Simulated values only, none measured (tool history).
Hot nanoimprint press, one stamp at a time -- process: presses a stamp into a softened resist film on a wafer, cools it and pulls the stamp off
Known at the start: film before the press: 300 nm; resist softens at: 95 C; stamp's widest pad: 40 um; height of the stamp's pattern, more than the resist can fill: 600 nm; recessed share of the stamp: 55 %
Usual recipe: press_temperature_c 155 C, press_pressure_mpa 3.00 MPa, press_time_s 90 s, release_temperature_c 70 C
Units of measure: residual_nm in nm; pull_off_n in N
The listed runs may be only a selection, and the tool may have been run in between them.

run 1 day=0.000 | press_temperature_c=155 press_pressure_mpa=3.00 press_time_s=90 release_temperature_c=70 | residual_nm=136.5 pull_off_n=125
run 2 day=1.596 | press_temperature_c=147 press_pressure_mpa=3.00 press_time_s=90 release_temperature_c=70 | residual_nm=195.2 pull_off_n=129
run 3 day=3.883 | press_temperature_c=147 press_pressure_mpa=3.00 press_time_s=90 release_temperature_c=70 | residual_nm=193.9 pull_off_n=124
run 4 day=6.738 | press_temperature_c=147 press_pressure_mpa=3.00 press_time_s=90 release_temperature_c=70 | residual_nm=192.5 pull_off_n=132
-- day=8.012 plate thermocouple calibrated
run 5 day=8.546 | press_temperature_c=155 press_pressure_mpa=3.00 press_time_s=90 release_temperature_c=70 | residual_nm=133.8 pull_off_n=136
run 6 day=11.358 | press_temperature_c=155 press_pressure_mpa=3.00 press_time_s=108 release_temperature_c=70 | residual_nm=123.5 pull_off_n=132
-- day=11.971 stamp cleaned and given a new release coat
run 7 day=13.579 | press_temperature_c=155 press_pressure_mpa=3.00 press_time_s=90 release_temperature_c=70 | residual_nm=133.0 pull_off_n=104
run 8 day=16.308 | press_temperature_c=155 press_pressure_mpa=3.00 press_time_s=90 release_temperature_c=70 | residual_nm=132.2 pull_off_n=102
run 9 day=17.846 | press_temperature_c=155 press_pressure_mpa=4.26 press_time_s=90 release_temperature_c=70 | residual_nm=115.1 pull_off_n=105
-- day=19.396 plate thermocouple calibrated, once more
run 10 day=19.838 | press_temperature_c=155 press_pressure_mpa=2.53 press_time_s=66 release_temperature_c=67 | residual_nm=164.6 pull_off_n=112
run 11 day=21.283 | press_temperature_c=155 press_pressure_mpa=2.53 press_time_s=66 release_temperature_c=67 | residual_nm=163.5 pull_off_n=114
run 12 day=22.862 | press_temperature_c=155 press_pressure_mpa=3.48 press_time_s=100 release_temperature_c=67 | residual_nm=124.2 pull_off_n=112
run 13 day=25.929 | press_temperature_c=165 press_pressure_mpa=2.62 press_time_s=45 release_temperature_c=58 | residual_nm=120.2 pull_off_n=133
-- day=27.496 press's hydraulic seals changed and the load cell set to zero
run 14 day=27.808 | press_temperature_c=155 press_pressure_mpa=1.87 press_time_s=90 release_temperature_c=63 | residual_nm=161.4 pull_off_n=125
run 15 day=30.004 | press_temperature_c=155 press_pressure_mpa=4.53 press_time_s=90 release_temperature_c=70 | residual_nm=110.6 pull_off_n=120
run 16 day=32.250 | press_temperature_c=146 press_pressure_mpa=3.01 press_time_s=120 release_temperature_c=74 | residual_nm=181.4 pull_off_n=113

Measured result minus the same run's result without the hidden state. Both carry the same run-to-run variation, though not necessarily the same gauge scatter:
Hidden state at play: true temperature over the reading, C; pressure that arrives at the usual setting, %; grip of the stamp's worn release coat, % over a new coat's; drift of the gauge itself on residual_nm, %; drift of the gauge itself on pull_off_n, %.
run=1 residual_nm=+0.7 pull_off_n=+25
run=2 residual_nm=+0.2 pull_off_n=+27
run=3 residual_nm=-0.2 pull_off_n=+28
run=4 residual_nm=-0.7 pull_off_n=+32
run=5 residual_nm=-1.4 pull_off_n=+35
run=6 residual_nm=-1.7 pull_off_n=+35
run=7 residual_nm=-2.0 pull_off_n=+1
run=8 residual_nm=-2.5 pull_off_n=+3
run=9 residual_nm=-1.3 pull_off_n=+4
run=10 residual_nm=+1.3 pull_off_n=+8
run=11 residual_nm=+1.1 pull_off_n=+10
run=12 residual_nm=+1.8 pull_off_n=+11
run=13 residual_nm=+0.8 pull_off_n=+16
run=14 residual_nm=-2.7 pull_off_n=+17
run=15 residual_nm=-2.4 pull_off_n=+18
run=16 residual_nm=-3.9 pull_off_n=+19
